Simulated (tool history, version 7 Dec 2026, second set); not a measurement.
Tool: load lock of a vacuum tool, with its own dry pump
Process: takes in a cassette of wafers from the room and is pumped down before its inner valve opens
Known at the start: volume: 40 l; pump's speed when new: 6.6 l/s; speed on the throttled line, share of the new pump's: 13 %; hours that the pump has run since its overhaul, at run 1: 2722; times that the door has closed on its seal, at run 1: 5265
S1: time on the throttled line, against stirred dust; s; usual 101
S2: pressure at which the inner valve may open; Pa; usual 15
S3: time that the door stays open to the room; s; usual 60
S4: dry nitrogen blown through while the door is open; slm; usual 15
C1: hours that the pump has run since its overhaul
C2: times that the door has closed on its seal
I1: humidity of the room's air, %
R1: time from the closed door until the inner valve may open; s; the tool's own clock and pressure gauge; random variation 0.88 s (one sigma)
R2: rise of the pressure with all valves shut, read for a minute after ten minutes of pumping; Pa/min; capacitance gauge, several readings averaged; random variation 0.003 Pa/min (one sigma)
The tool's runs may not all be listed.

run 1 hour=0.0 | S1=101 S2=15 S3=60 S4=15 | C1=2722 C2=5265 | I1=42.5 | R1=140.9 R2=0.032
run 2 hour=104.4 | S1=101 S2=29 S3=60 S4=15 | C1=2826 C2=5445 | I1=45.9 | R1=138.1 R2=0.035
run 3 hour=297.0 | S1=101 S2=15 S3=60 S4=15 | C1=3019 C2=5778 | I1=43.5 | R1=141.4 R2=0.034
run 4 hour=527.3 | S1=101 S2=15 S3=60 S4=15 | C1=3249 C2=6176 | I1=46.9 | R1=142.1 R2=0.033
run 5 hour=670.3 | S1=101 S2=15 S3=60 S4=15 | C1=3392 C2=6423 | I1=42.8 | R1=142.1 R2=0.033
run 6 hour=858.5 | S1=101 S2=15 S3=60 S4=15 | C1=3580 C2=6749 | I1=47.0 | R1=141.9 R2=0.031
run 7 hour=1082.0 | S1=101 S2=15 S3=60 S4=15 | C1=3804 C2=7135 | I1=44.7 | R1=140.0 R2=0.034
run 8 hour=1319.0 | S1=101 S2=15 S3=60 S4=15 | C1=4041 C2=7545 | I1=48.0 | R1=141.0 R2=0.030
run 9 hour=1515.6 | S1=101 S2=15 S3=60 S4=15 | C1=4237 C2=7885 | I1=48.4 | R1=141.1 R2=0.035
run 10 hour=1707.7 | S1=101 S2=15 S3=60 S4=15 | C1=4429 C2=8217 | I1=45.5 | R1=142.8 R2=0.036
run 11 hour=1934.7 | S1=101 S2=15 S3=60 S4=15 | C1=4656 C2=8609 | I1=47.1 | R1=140.7 R2=0.033
run 12 hour=2157.7 | S1=101 S2=15 S3=60 S4=33 | C1=4879 C2=8995 | I1=42.5 | R1=143.1 R2=0.020
run 13 hour=2320.3 | S1=101 S2=15 S3=60 S4=33 | C1=5042 C2=9276 | I1=46.1 | R1=140.6 R2=0.023
run 14 hour=2509.6 | S1=101 S2=15 S3=37 S4=27 | C1=5231 C2=9603 | I1=47.2 | R1=140.4 R2=0.019
run 15 hour=2642.4 | S1=101 S2=15 S3=37 S4=27 | C1=5364 C2=9833 | I1=46.1 | R1=142.2 R2=0.019
run 16 hour=2850.1 | S1=154 S2=15 S3=37 S4=6 | C1=5572 C2=10192 | I1=44.9 | R1=188.7 R2=0.041
run 17 hour=2992.5 | S1=112 S2=25 S3=37 S4=6 | C1=5714 C2=10438 | I1=42.8 | R1=147.9 R2=0.043
run 18 hour=3130.0 | S1=112 S2=25 S3=37 S4=7 | C1=5852 C2=10675 | I1=44.4 | R1=148.5 R2=0.037
run 19 hour=3276.2 | S1=101 S2=13 S3=141 S4=14 | C1=5998 C2=10928 | I1=43.8 | R1=143.6 R2=0.043
run 20 hour=3375.2 | S1=153 S2=13 S3=158 S4=14 | C1=6097 C2=11099 | I1=42.4 | R1=188.0 R2=0.044

3 ways to go on from here, each from the tool as it stands after run 20. What would each give?
run A hour=3550.6 | S1=101 S2=15 S3=60 S4=21 | C1=6272 C2=11403 | I1=48.1 | R1=? R2=?
run B hour=3550.6 | S1=140 S2=12 S3=125 S4=14 | C1=6272 C2=11403 | I1=41.9 | R1=? R2=?
run C hour=3550.6 | S1=153 S2=15 S3=30 S4=14 | C1=6272 C2=11403 | I1=44.0 | R1=? R2=?

run=A R1=141.7 R2=0.029
run=B R1=176.5 R2=0.038
run=C R1=187.6 R2=0.024
Without the tool's hidden state the same runs would have given:
run=A R1=141.7 R2=0.029
run=B R1=176.5 R2=0.038
run=C R1=187.6 R2=0.024
